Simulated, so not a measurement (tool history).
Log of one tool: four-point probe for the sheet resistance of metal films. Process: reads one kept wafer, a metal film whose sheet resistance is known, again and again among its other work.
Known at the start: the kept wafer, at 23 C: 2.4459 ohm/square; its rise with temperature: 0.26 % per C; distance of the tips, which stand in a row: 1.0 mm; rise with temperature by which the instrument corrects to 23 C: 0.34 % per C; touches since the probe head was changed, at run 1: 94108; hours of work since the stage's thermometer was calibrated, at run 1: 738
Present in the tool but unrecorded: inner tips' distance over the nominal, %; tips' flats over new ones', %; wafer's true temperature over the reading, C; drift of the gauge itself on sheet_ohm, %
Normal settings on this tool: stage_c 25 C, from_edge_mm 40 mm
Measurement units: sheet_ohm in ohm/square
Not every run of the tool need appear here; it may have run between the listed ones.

run	hour	stage_c	from_edge_mm	touches since the probe head was changed	hours of work since the stage's thermometer was calibrated	sheet_ohm
1	0	25	40	94108	738	2.44213
2	63.5	25	40	95820	769	2.442865
3	136.7	25	40	97795	804	2.441941
4	234.1	25	40	100422	851	2.441823
5	322.4	25	40	102804	893	2.441902
6	408.3	25	7	105121	934	2.46826
7	484.8	20	40	107183	971	2.451942
8	540.8	20	40	108696	998	2.45242
9	628.4	20	37	111058	1040	2.452401
10	675.4	20	37	112325	1062	2.453639
11	750.6	20	37	114353	1099	2.453149
12	829.8	20	37	116490	1137	2.453056
13	877.6	20	37	117778	1159	2.45248
14	922.4	25	14	118987	1181	2.448688
15	990.7	25	53	120828	1214	2.441987
16	1033.8	25	53	121992	1234	2.442132
17	1084.6	25	53	123361	1259	2.442035
18	1172.6	25	53	125736	1301	2.441708
19	1249.9	22	40	127821	1338	2.448093
20	1343.5	25	40	130344	1383	2.442859
21	1416.5	25	40	132313	1418	2.44203
22	1456.9	25	40	133403	1438	2.441957
23	1514.5	25	40	134956	1465	2.441522
24	1573	24	6	136535	1493	2.479757
25	1647.5	20	20	138544	1529	2.455608
26	1743.5	25	36	141134	1575	2.442846
# hour 1770.9: new probe head fitted
27	1791.7	20	14	563	1598	2.458752
28	1853.4	28	21	2225	1627	2.438305
29	1915.6	21	47	3902	1657	2.451392
30	1990.9	22	40	5934	1693	2.448117
# hour 2015.5: stage's thermometer calibrated
31	2042.3	22	40	7309	13	2.448918
32	2088	26	9	8541	35	2.456863
33	2163.8	26	9	10585	71	2.455959
34	2228.4	21	22	12326	102	2.45258
35	2320.4	25	21	14808	146	2.444199
36	2417.6	25	21	17429	193	2.444342
37	2504	25	4	19761	234	2.520905
38	2564.2	29	4	21385	263	2.512716
39	2638.4	22	6	23385	299	2.483421
40	2696.1	29	13	24941	327	2.441972
41	2755.9	29	5	26555	355	2.484854
42	2830.7	25	3	28573	391	2.579467
43	2906.1	29	9	30605	427	2.449153

Consider 5 possible next runs. They are alternatives, not a sequence: every one starts from the tool as it was left by run 43. What does each give?
A	2975.2	32	4	32469	461	?
B	2975.2	26	9	32469	461	?
C	2975.2	29	64	32469	461	?
D	2975.2	31	40	32469	461	?
E	2975.2	34	40	32469	461	?

run	sheet_ohm
A	2.507183
B	2.456275
C	2.433828
D	2.430582
E	2.424443
What these runs would have given with no unlogged condition in the tool:
run	sheet_ohm
A	2.507323
B	2.456412
C	2.433964
D	2.430718
E	2.424579

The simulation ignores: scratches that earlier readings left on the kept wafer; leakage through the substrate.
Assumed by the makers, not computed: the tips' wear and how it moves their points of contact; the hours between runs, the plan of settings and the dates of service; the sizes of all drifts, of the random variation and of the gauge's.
